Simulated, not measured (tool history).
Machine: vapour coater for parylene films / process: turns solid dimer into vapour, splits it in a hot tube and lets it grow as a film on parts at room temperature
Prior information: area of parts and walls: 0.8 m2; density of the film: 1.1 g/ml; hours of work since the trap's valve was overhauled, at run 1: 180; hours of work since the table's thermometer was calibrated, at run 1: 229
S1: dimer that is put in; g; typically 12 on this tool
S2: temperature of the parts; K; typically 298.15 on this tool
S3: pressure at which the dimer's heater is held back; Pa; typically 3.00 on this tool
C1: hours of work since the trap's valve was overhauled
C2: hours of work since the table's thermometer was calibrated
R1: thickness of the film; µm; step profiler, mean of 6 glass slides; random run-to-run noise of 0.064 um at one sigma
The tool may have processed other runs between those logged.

Run 1, day 0.000: usual settings; C1 180; C2 229. Result: R1 8.79 µm.
Run 2, day 0.542: usual settings; C1 186; C2 235. Result: R1 8.84 µm.
Run 3, day 1.308: usual settings but S3 5.34 Pa; C1 194; C2 244. Result: R1 7.79 µm.
Run 4, day 1.933: usual settings but S3 5.34 Pa; C1 201; C2 251. Result: R1 7.79 µm.
Run 5, day 2.817: usual settings; C1 211; C2 261. Result: R1 8.86 µm.
Run 6, day 3.333: usual settings; C1 217; C2 266. Result: R1 8.92 µm.
Run 7, day 4.188: usual settings; C1 226; C2 276. Result: R1 8.83 µm.
Run 8, day 4.750: usual settings; C1 233; C2 282. Result: R1 8.85 µm.
Run 9, day 5.550: usual settings; C1 242; C2 291. Result: R1 8.87 µm.
Run 10, day 6.229: usual settings; C1 249; C2 299. Result: R1 8.81 µm.
At day 6.667: trap's valve overhauled.
Run 11, day 7.312: usual settings but S3 7.03 Pa; C1 7; C2 309. Result: R1 7.34 µm.
Run 12, day 8.342: usual settings but S3 7.03 Pa; C1 19; C2 320. Result: R1 7.41 µm.
Run 13, day 9.479: usual settings but S3 7.03 Pa; C1 31; C2 333. Result: R1 7.28 µm.
Run 14, day 10.075: usual settings but S3 11.00 Pa; C1 38; C2 340. Result: R1 6.67 µm.
Run 15, day 10.812: usual settings but S3 11.00 Pa; C1 46; C2 348. Result: R1 6.53 µm.
Run 16, day 11.350: usual settings but S1 8 g, S3 11.00 Pa; C1 52; C2 354. Result: R1 4.44 µm.
Run 17, day 12.358: usual settings but S1 8 g, S3 11.00 Pa; C1 63; C2 365. Result: R1 4.42 µm.
Run 18, day 13.338: usual settings; C1 74; C2 376. Result: R1 8.64 µm.
Run 19, day 14.079: usual settings; C1 82; C2 384. Result: R1 8.86 µm.
Run 20, day 15.217: usual settings but S2 296.15 K; C1 95; C2 397. Result: R1 9.10 µm.
Run 21, day 16.146: usual settings but S2 296.15 K; C1 105; C2 407. Result: R1 9.11 µm.
Run 22, day 16.825: usual settings but S3 8.95 Pa; C1 113; C2 415. Result: R1 6.96 µm.
Run 23, day 17.738: usual settings but S2 291.15 K; C1 123; C2 425. Result: R1 10.04 µm.
Run 24, day 18.250: usual settings but S1 21 g, S2 304.15 K, S3 8.90 Pa; C1 129; C2 430. Result: R1 11.02 µm.
Run 25, day 18.771: usual settings but S1 9 g, S2 294.15 K; C1 135; C2 436. Result: R1 7.08 µm.
Run 26, day 19.625: usual settings but S1 7 g, S3 5.20 Pa; C1 144; C2 446. Result: R1 4.60 µm.
Run 27, day 20.467: usual settings but S1 6 g, S2 300.15 K, S3 2.04 Pa; C1 153; C2 455. Result: R1 4.68 µm.
Run 28, day 21.371: usual settings but S1 6 g, S2 302.15 K, S3 3.49 Pa; C1 163; C2 465. Result: R1 3.98 µm.
Run 29, day 22.133: usual settings but S1 6 g, S2 302.15 K, S3 7.05 Pa; C1 172; C2 474. Result: R1 3.43 µm.
Run 30, day 22.925: usual settings but S1 6 g, S2 302.15 K, S3 7.05 Pa; C1 181; C2 482. Result: R1 3.46 µm.
Run 31, day 23.775: usual settings but S1 6 g, S2 301.15 K, S3 3.88 Pa; C1 190; C2 492. Result: R1 4.02 µm.
Run 32, day 24.846: usual settings but S1 19 g, S2 291.15 K, S3 3.88 Pa; C1 202; C2 504. Result: R1 14.92 µm.
Run 33, day 25.696: usual settings but S1 19 g, S3 8.25 Pa; C1 212; C2 513. Result: R1 11.21 µm.
Run 34, day 26.358: usual settings but S1 16 g, S2 296.15 K, S3 3.37 Pa; C1 219; C2 521. Result: R1 11.82 µm.
Run 35, day 26.912: usual settings but S1 16 g, S2 296.15 K, S3 3.37 Pa; C1 225; C2 527. Result: R1 11.73 µm.
Run 36, day 27.975: usual settings but S1 16 g, S2 296.15 K, S3 3.37 Pa; C1 237; C2 539. Result: R1 11.87 µm.
Run 37, day 28.875: usual settings but S1 16 g, S2 296.15 K, S3 3.37 Pa; C1 247; C2 549. Result: R1 11.93 µm.
At day 29.525: trap's valve overhauled.
Run 38, day 30.175: usual settings but S3 9.29 Pa; C1 7; C2 561. Result: R1 6.96 µm.
Run 39, day 30.808: usual settings but S3 9.29 Pa; C1 14; C2 568. Result: R1 6.86 µm.
Run 40, day 31.600: usual settings but S1 8 g, S2 294.15 K, S3 9.48 Pa; C1 23; C2 577. Result: R1 4.88 µm.
Run 41, day 32.571: usual settings but S1 15 g, S2 306.15 K, S3 3.06 Pa; C1 34; C2 588. Result: R1 9.66 µm.
Run 42, day 33.258: usual settings but S1 15 g, S2 306.15 K, S3 3.06 Pa; C1 41; C2 595. Result: R1 9.61 µm.
Run 43, day 34.029: usual settings but S1 19 g, S2 306.15 K, S3 3.06 Pa; C1 50; C2 604. Result: R1 12.23 µm.
Run 44, day 34.867: usual settings but S1 19 g, S2 306.15 K, S3 3.06 Pa; C1 59; C2 613. Result: R1 12.28 µm.
Run 45, day 35.883: usual settings but S1 6 g, S2 293.15 K, S3 5.93 Pa; C1 71; C2 625. Result: R1 4.14 µm.
Run 46, day 36.879: usual settings but S2 306.15 K, S3 11.53 Pa; C1 82; C2 636. Result: R1 5.84 µm.

Across each entry between runs, compare the hidden state at the last listed run before it with the hidden state at the first listed run after it:
Run 10 -> run 11: trap's valve overhauled (day 6.667)
  vapour lost through the trap's worn valve, %: 0.4 -> 0.1
Run 37 -> run 38: trap's valve overhauled (day 29.525)
  vapour lost through the trap's worn valve, %: 0.4 -> 0

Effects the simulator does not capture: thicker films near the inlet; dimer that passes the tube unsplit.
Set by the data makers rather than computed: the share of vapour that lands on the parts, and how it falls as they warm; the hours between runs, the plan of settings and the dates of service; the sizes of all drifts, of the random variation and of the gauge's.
